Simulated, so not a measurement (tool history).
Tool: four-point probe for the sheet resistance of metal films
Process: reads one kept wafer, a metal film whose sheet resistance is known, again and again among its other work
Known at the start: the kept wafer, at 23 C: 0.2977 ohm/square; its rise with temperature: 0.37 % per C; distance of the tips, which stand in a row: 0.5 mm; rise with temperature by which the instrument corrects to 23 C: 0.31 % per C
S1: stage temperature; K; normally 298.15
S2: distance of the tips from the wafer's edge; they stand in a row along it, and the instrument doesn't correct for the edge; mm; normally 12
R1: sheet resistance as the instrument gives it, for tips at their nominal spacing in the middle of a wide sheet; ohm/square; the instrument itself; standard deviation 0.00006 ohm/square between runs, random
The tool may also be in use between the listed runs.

| run | hour | S1 | S2 | R1 |
|---|---|---|---|---|
| 1 | 0 | 298.15 | 12 | 0.298885 |
| 2 | 22 | 298.15 | 12 | 0.298798 |
| 3 | 39.3 | 307.15 | 12 | 0.300333 |
| 4 | 52.4 | 307.15 | 12 | 0.300372 |
| 5 | 72.5 | 307.15 | 12 | 0.300459 |
| 6 | 87.3 | 307.15 | 12 | 0.30049 |
| 7 | 101.2 | 298.15 | 12 | 0.298829 |
| 8 | 116.7 | 298.15 | 12 | 0.298804 |
| 9 | 133.6 | 298.15 | 12 | 0.298974 |
| 10 | 152.2 | 298.15 | 12 | 0.298893 |
| 11 | 168 | 297.15 | 14 | 0.298758 |
| 12 | 190.6 | 293.15 | 20 | 0.297821 |
| 13 | 207.8 | 293.15 | 20 | 0.297991 |
| 14 | 221 | 294.15 | 32 | 0.298082 |
| 15 | 232.5 | 296.15 | 10 | 0.298671 |
| 16 | 252.6 | 296.15 | 3 | 0.302854 |
| 17 | 279.1 | 304.15 | 15 | 0.299935 |
| 18 | 291.4 | 304.15 | 15 | 0.299894 |
| 19 | 304.9 | 298.15 | 7 | 0.299651 |
| 20 | 321.2 | 307.15 | 3 | 0.304725 |

Branching from run 20: 5 alternative next runs. What would each branch give?
| A | 335.1 | 304.15 | 40 | ? |
| B | 335.1 | 298.15 | 63 | ? |
| C | 335.1 | 296.15 | 32 | ? |
| D | 335.1 | 306.15 | 6 | ? |
| E | 335.1 | 303.15 | 9 | ? |

| run | R1 |
|---|---|
| A | 0.299806 |
| B | 0.298703 |
| C | 0.298341 |
| D | 0.301221 |
| E | 0.300121 |
Take away the tool's hidden state, keep each run's random variation, and the runs would have read:
| run | R1 |
|---|---|
| A | 0.299087 |
| B | 0.297989 |
| C | 0.297629 |
| D | 0.300497 |
| E | 0.299401 |
